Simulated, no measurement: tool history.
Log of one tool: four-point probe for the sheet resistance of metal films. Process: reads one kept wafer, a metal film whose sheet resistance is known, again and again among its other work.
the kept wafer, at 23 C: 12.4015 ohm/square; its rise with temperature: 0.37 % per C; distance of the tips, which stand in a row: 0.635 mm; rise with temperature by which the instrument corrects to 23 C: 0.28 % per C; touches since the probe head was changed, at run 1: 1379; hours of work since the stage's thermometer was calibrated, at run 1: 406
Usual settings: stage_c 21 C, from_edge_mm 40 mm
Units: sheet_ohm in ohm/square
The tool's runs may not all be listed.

run    hour  stage_c  from_edge_mm  touches since the probe head was changed  hours of work since the stage's thermometer was calibrated  sheet_ohm
  1     0.0       21            40                                      1379                                                         406  12.380091
  2    23.6       21            40                                      1647                                                         418  12.383157
  3    51.5       21            28                                      1964                                                         431  12.383962
  4    91.2       21            28                                      2416                                                         451  12.384872
  5   129.9       21            28                                      2856                                                         469  12.387023
  6   150.5       31            40                                      3090                                                         479  12.494415
  7   189.9       21            40                                      3538                                                         498  12.383375
  8   209.2       21             6                                      3758                                                         508  12.451136
  9   252.4       21             6                                      4249                                                         529  12.455399
 10   272.7       21             6                                      4479                                                         538  12.454629
 11   320.5       21             6                                      5023                                                         562  12.452183
 12   361.3       21             6                                      5487                                                         581  12.453105
 13   380.8       21            19                                      5709                                                         591  12.386958
 14   400.9       21            19                                      5937                                                         600  12.388756
 15   430.4       21            19                                      6272                                                         615  12.386612
 16   462.4       21            19                                      6637                                                         630  12.386056
 17   483.9       21            19                                      6881                                                         641  12.386991
 18   522.4       21            40                                      7319                                                         659  12.383434
 19   564.3       21             4                                      7796                                                         679  12.543254
 20   612.2       21             4                                      8341                                                         703  12.544912
 21   655.7       21             4                                      8835                                                         724  12.547997
 22   692.4       21             4                                      9253                                                         741  12.545101
 23   721.4       21             4                                      9582                                                         755  12.547479
 24   759.3       25             6                                     10013                                                         774  12.499061
 25   794.6       19            13                                     10414                                                         791  12.370096
 26   829.3       19            13                                     10809                                                         808  12.368296
 27   862.0       28            17                                     11181                                                         823  12.471590
 28   888.7       28            17                                     11485                                                         836  12.466312
 29   928.6       28            17                                     11938                                                         856  12.470414
 30   956.8       28            17                                     12259                                                         869  12.468432
 31   994.5       28            17                                     12687                                                         887  12.469033
 32  1031.5       28            17                                     13107                                                         905  12.469398
 33  1058.7       28            17                                     13417                                                         919  12.469472
 34  1091.0       28             3                                     13785                                                         934  12.754110
 35  1116.5       22             6                                     14074                                                         947  12.465048
 36  1141.5       22             6                                     14358                                                         959  12.463472
 37  1175.0       30            44                                     14739                                                         975  12.480896
 38  1209.6       30            44                                     15134                                                         992  12.484539
 39  1241.1       32            62                                     15492                                                        1007  12.507250
 40  1286.5       19            28                                     16008                                                        1029  12.356362
 41  1326.4       26            10                                     16461                                                        1048  12.463244
 42  1373.0       19             8                                     16991                                                        1071  12.398468
 43  1414.9       19             8                                     17468                                                        1091  12.395341
 44  1445.0       33             4                                     17810                                                        1105  12.682578
 45  1483.2       34             9                                     18244                                                        1124  12.557792

Forecast each of these 3 alternatives for the next run:
  A  1529.4       24             9                                     18770                                                        1146          ?
  B  1529.4       34             9                                     18770                                                        1146          ?
  C  1529.4       34             5                                     18770                                                        1146          ?

run  sheet_ohm
  A  12.449194
  B  12.560564
  C  12.634041
Without the tool's hidden state the same runs would have given:
run  sheet_ohm
  A  12.447835
  B  12.559186
  C  12.632655
